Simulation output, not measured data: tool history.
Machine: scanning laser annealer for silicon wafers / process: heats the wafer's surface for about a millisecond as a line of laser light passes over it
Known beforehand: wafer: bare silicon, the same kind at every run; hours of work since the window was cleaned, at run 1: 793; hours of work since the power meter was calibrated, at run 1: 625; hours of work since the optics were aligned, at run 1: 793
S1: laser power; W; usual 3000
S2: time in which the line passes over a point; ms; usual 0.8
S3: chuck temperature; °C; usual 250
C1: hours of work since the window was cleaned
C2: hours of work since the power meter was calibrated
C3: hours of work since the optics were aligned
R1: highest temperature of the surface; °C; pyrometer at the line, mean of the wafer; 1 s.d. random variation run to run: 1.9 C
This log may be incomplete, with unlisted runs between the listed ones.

{"run": 1, "hour": 0.0, "S1": 3000, "S2": 0.8, "S3": 250, "C1": 793, "C2": 625, "C3": 793, "R1": 1048}
{"run": 2, "hour": 35.0, "S1": 3000, "S2": 0.8, "S3": 250, "C1": 812, "C2": 644, "C3": 812, "R1": 1050}
{"run": 3, "hour": 60.1, "S1": 3000, "S2": 0.8, "S3": 250, "C1": 826, "C2": 658, "C3": 826, "R1": 1049}
{"run": 4, "hour": 96.2, "S1": 3000, "S2": 0.8, "S3": 250, "C1": 846, "C2": 679, "C3": 846, "R1": 1048}
{"run": 5, "hour": 126.5, "S1": 3000, "S2": 0.8, "S3": 250, "C1": 863, "C2": 695, "C3": 863, "R1": 1050}
{"run": 6, "hour": 158.4, "S1": 3000, "S2": 0.8, "S3": 250, "C1": 881, "C2": 713, "C3": 881, "R1": 1046}
{"run": 7, "hour": 181.5, "S1": 3000, "S2": 0.8, "S3": 250, "C1": 894, "C2": 726, "C3": 894, "R1": 1046}
{"run": 8, "hour": 213.0, "S1": 3000, "S2": 0.816, "S3": 250, "C1": 911, "C2": 744, "C3": 911, "R1": 1057}
{"run": 9, "hour": 236.2, "S1": 3138, "S2": 0.8, "S3": 228, "C1": 924, "C2": 757, "C3": 924, "R1": 1064}
{"run": 10, "hour": 272.2, "S1": 3000, "S2": 0.691, "S3": 250, "C1": 944, "C2": 777, "C3": 944, "R1": 978}
{"run": 11, "hour": 301.4, "S1": 3000, "S2": 0.691, "S3": 250, "C1": 961, "C2": 793, "C3": 961, "R1": 976}
{"run": 12, "hour": 331.1, "S1": 3000, "S2": 0.664, "S3": 250, "C1": 977, "C2": 809, "C3": 977, "R1": 960}
{"hour": 369.1, "done": "window over the wafer cleaned"}
{"run": 13, "hour": 369.1, "S1": 3151, "S2": 0.796, "S3": 250, "C1": 0, "C2": 830, "C3": 997, "R1": 1113}
{"run": 14, "hour": 398.2, "S1": 3151, "S2": 0.796, "S3": 250, "C1": 16, "C2": 846, "C3": 1013, "R1": 1111}
{"run": 15, "hour": 418.8, "S1": 2818, "S2": 0.963, "S3": 210, "C1": 28, "C2": 857, "C3": 1025, "R1": 1050}

Consider 5 possible next runs. They are alternatives, not a sequence: every one starts from the tool as it was left by run 15. What does each give?
{"run": "A", "hour": 437.6, "S1": 2692, "S2": 0.574, "S3": 239, "C1": 38, "C2": 868, "C3": 1035, "R1": "?"}
{"run": "B", "hour": 437.6, "S1": 3000, "S2": 0.8, "S3": 251, "C1": 38, "C2": 868, "C3": 1035, "R1": "?"}
{"run": "C", "hour": 437.6, "S1": 2818, "S2": 0.963, "S3": 281, "C1": 38, "C2": 868, "C3": 1035, "R1": "?"}
{"run": "D", "hour": 437.6, "S1": 2699, "S2": 0.963, "S3": 254, "C1": 38, "C2": 868, "C3": 1035, "R1": "?"}
{"run": "E", "hour": 437.6, "S1": 2727, "S2": 0.851, "S3": 281, "C1": 38, "C2": 868, "C3": 1035, "R1": "?"}

run=A R1=830
run=B R1=1063
run=C R1=1120
run=D R1=1051
run=E R1=1031
The same runs, with their run-to-run variation unchanged, on a tool lacking any hidden condition would have given:
run=A R1=848
run=B R1=1089
run=C R1=1147
run=D R1=1077
run=E R1=1054
